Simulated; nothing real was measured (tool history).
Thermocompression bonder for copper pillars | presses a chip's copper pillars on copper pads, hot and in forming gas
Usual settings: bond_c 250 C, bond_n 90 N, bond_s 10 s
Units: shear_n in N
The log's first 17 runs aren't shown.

| run | day | bond_c | bond_n | bond_s | shear_n |
|---|---|---|---|---|---|
|  | 18.583 | forming gas filter changed |
| 18 | 18.854 | 250 | 90 | 10 | 90.2 |
| 19 | 20.183 | 250 | 90 | 10 | 89.7 |
| 20 | 20.850 | 264 | 90 | 10 | 101.2 |
| 21 | 21.862 | 264 | 90 | 10 | 102.2 |
| 22 | 23.296 | 264 | 57 | 11 | 76.3 |
|  | 23.429 | force cell calibrated |
| 23 | 24.621 | 264 | 57 | 11 | 76.9 |
| 24 | 25.538 | 225 | 57 | 13 | 45.2 |
| 25 | 26.971 | 223 | 55 | 14 | 43.9 |
| 26 | 28.038 | 231 | 56 | 6 | 37.5 |
|  | 28.942 | force cell calibrated, once more |
| 27 | 29.442 | 231 | 56 | 6 | 34.8 |
| 28 | 30.954 | 231 | 58 | 8 | 40.4 |
| 29 | 31.912 | 231 | 58 | 8 | 40.8 |
| 30 | 33.279 | 250 | 129 | 18 | 109.2 |
| 31 | 34.767 | 246 | 129 | 18 | 106.6 |
| 32 | 35.492 | 236 | 61 | 15 | 59.2 |
| 33 | 36.533 | 236 | 61 | 15 | 61.0 |
| 34 | 37.704 | 250 | 116 | 10 | 100.0 |
|  | 37.917 | forming gas filter changed |
| 35 | 38.600 | 254 | 74 | 13 | 92.1 |
| 36 | 39.371 | 254 | 74 | 13 | 93.4 |
| 37 | 40.062 | 278 | 62 | 10 | 97.1 |
| 38 | 40.671 | 235 | 59 | 10 | 54.9 |
| 39 | 42.150 | 248 | 67 | 7 | 68.4 |

Forecast each of these 3 alternatives for the next run:
|  | 43.525 | heater calibrated with a thermocouple chip |
| A | 43.662 | 266 | 88 | 17 | ? |
|  | 43.525 | heater calibrated with a thermocouple chip |
| B | 43.662 | 277 | 67 | 7 | ? |
|  | 43.525 | heater calibrated with a thermocouple chip |
| C | 43.662 | 238 | 61 | 9 | ? |

| run | shear_n |
|---|---|
| A | 104.0 |
| B | 83.2 |
| C | 48.5 |
Without the tool's hidden state the same runs would have given:
| run | shear_n |
|---|---|
| A | 106.1 |
| B | 84.3 |
| C | 48.6 |

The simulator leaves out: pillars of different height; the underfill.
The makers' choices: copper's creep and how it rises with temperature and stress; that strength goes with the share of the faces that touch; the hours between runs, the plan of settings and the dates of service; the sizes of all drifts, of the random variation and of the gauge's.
